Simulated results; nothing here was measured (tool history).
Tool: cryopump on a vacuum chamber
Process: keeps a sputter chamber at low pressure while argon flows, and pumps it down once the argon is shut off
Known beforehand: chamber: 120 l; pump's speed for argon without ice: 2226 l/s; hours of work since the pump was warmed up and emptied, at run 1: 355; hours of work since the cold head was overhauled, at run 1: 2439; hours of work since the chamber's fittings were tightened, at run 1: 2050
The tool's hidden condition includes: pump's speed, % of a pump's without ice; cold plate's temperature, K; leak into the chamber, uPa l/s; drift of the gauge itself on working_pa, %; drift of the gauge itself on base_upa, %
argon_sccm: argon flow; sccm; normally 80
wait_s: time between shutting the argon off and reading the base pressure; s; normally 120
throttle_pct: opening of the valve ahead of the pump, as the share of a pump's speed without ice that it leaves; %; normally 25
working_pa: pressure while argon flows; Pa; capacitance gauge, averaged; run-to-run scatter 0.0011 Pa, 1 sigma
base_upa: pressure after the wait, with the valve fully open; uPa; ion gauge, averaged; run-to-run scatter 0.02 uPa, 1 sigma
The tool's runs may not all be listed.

run,day,argon_sccm,wait_s,throttle_pct,hours of work since the pump was warmed up and emptied,hours of work since the cold head was overhauled,hours of work since the chamber's fittings were tightened,working_pa,base_upa
1,0,80,120,25,355,2439,2050,0.2552,1.18
2,3.908,47,120,25,404,2488,2099,0.1512,1.25
3,8,80,120,53,455,2539,2150,0.1306,1.25
# day 10.833: pump warmed up, emptied and cooled again
4,11.008,80,120,53,2,2574,2185,0.1174,1.07
5,15.508,80,120,53,58,2631,2241,0.1175,1.11
6,20.704,80,120,25,124,2696,2306,0.2483,1.18
7,25.479,80,120,25,183,2755,2366,0.2503,1.24
8,29.167,80,120,16,229,2802,2412,0.3896,1.3
9,32.488,80,120,16,271,2843,2454,0.3921,1.31
10,36.575,80,161,25,322,2894,2505,0.2546,1.28
11,39.45,80,161,25,358,2930,2541,0.2556,1.32
12,44.217,80,161,25,418,2990,2601,0.2572,1.44
13,48.275,80,120,25,468,3041,2651,0.2603,1.48
# day 50.179: pump warmed up, emptied and cooled again
14,53.262,80,124,25,39,3100,2711,0.247,1.36
15,58.571,80,124,25,105,3167,2778,0.2493,1.34
16,62.033,80,124,25,148,3210,2821,0.2505,1.4
17,66.85,80,120,32,209,3270,2881,0.1979,1.49
18,71.771,69,40,36,270,3332,2943,0.1546,1.78
19,74.729,35,27,25,307,3369,2980,0.1122,1.98
20,79.492,94,184,24,367,3429,3039,0.311,1.57
21,83.108,94,184,24,412,3474,3085,0.3153,1.63
22,87.438,94,184,24,466,3528,3139,0.3162,1.69
# day 89.458: pump warmed up, emptied and cooled again
23,90.271,94,184,24,10,3561,3172,0.2987,1.44
24,95.446,94,184,24,75,3626,3236,0.3025,1.48
25,98.854,108,286,27,118,3668,3279,0.3114,1.49
26,103.233,80,196,43,172,3723,3334,0.1483,1.59
27,105.933,80,151,49,206,3757,3368,0.1344,1.62
28,109.867,80,43,49,255,3806,3417,0.1336,2.02
29,114.421,80,101,33,312,3863,3474,0.1962,1.8
30,117.242,63,40,30,348,3898,3509,0.1695,2.1
31,120.842,63,40,30,393,3943,3554,0.1717,2.19
32,123.246,63,40,30,423,3973,3584,0.1718,2.19
33,125.612,80,28,25,452,4003,3614,0.2597,2.37
# day 126.829: leaking fittings of the chamber tightened, without venting
34,128.254,80,28,25,484,4035,18,0.2621,0.81

Forecast each of these 4 alternatives for the next run:
# day 128.721: pump warmed up, emptied and cooled again
A,131.329,63,132,49,33,4071,54,?,?
# day 128.721: pump warmed up, emptied and cooled again
B,131.329,33,260,16,33,4071,54,?,?
# day 128.721: pump warmed up, emptied and cooled again
C,131.329,80,28,20,33,4071,54,?,?
# day 128.721: pump warmed up, emptied and cooled again
D,131.329,52,21,16,33,4071,54,?,?

run,working_pa,base_upa
A,0.1009,0.33
B,0.159,0.26
C,0.3088,0.76
D,0.2492,0.93
With no hidden state in the tool, these same runs would have given:
run,working_pa,base_upa
A,0.0979,0.28
B,0.1574,0.21
C,0.305,0.71
D,0.2468,0.88
